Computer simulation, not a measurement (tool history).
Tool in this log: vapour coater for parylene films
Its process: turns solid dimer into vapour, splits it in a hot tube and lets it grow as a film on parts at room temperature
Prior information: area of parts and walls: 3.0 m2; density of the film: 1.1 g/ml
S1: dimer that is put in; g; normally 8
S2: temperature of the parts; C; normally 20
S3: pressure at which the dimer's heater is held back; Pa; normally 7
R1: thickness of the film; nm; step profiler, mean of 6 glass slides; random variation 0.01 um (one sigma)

Run 1, hour 0: usual settings. Result: R1 1090 nm.
Run 2, hour 30.6: usual settings. Result: R1 1090 nm.
Run 3, hour 53.1: usual settings. Result: R1 1090 nm.
Run 4, hour 87.7: usual settings. Result: R1 1090 nm.
Run 5, hour 128.9: usual settings. Result: R1 1040 nm.
Run 6, hour 162.1: usual settings. Result: R1 1050 nm.
Run 7, hour 183.3: usual settings. Result: R1 1050 nm.
Run 8, hour 218.6: usual settings but S2 18 C. Result: R1 1110 nm.
At hour 244.8: trap's valve overhauled.
Run 9, hour 264.2: usual settings but S3 2.21 Pa. Result: R1 1410 nm.
Run 10, hour 300.5: usual settings. Result: R1 1150 nm.
Run 11, hour 342.5: usual settings but S1 4 g. Result: R1 560 nm.
Run 12, hour 373.7: usual settings but S1 4 g. Result: R1 580 nm.
Run 13, hour 404.9: usual settings but S1 6 g, S2 28 C, S3 3.27 Pa. Result: R1 710 nm.
Run 14, hour 426: usual settings but S1 10 g. Result: R1 1410 nm.

Run 15 comes next. What will it give?
Run 15, hour 462.7: usual settings but S1 11 g, S3 4.32 Pa. Result: R1 ?.

Run 15 came out at R1 1670 nm.
Without the tool's hidden state the same run would have given R1 1720 nm.

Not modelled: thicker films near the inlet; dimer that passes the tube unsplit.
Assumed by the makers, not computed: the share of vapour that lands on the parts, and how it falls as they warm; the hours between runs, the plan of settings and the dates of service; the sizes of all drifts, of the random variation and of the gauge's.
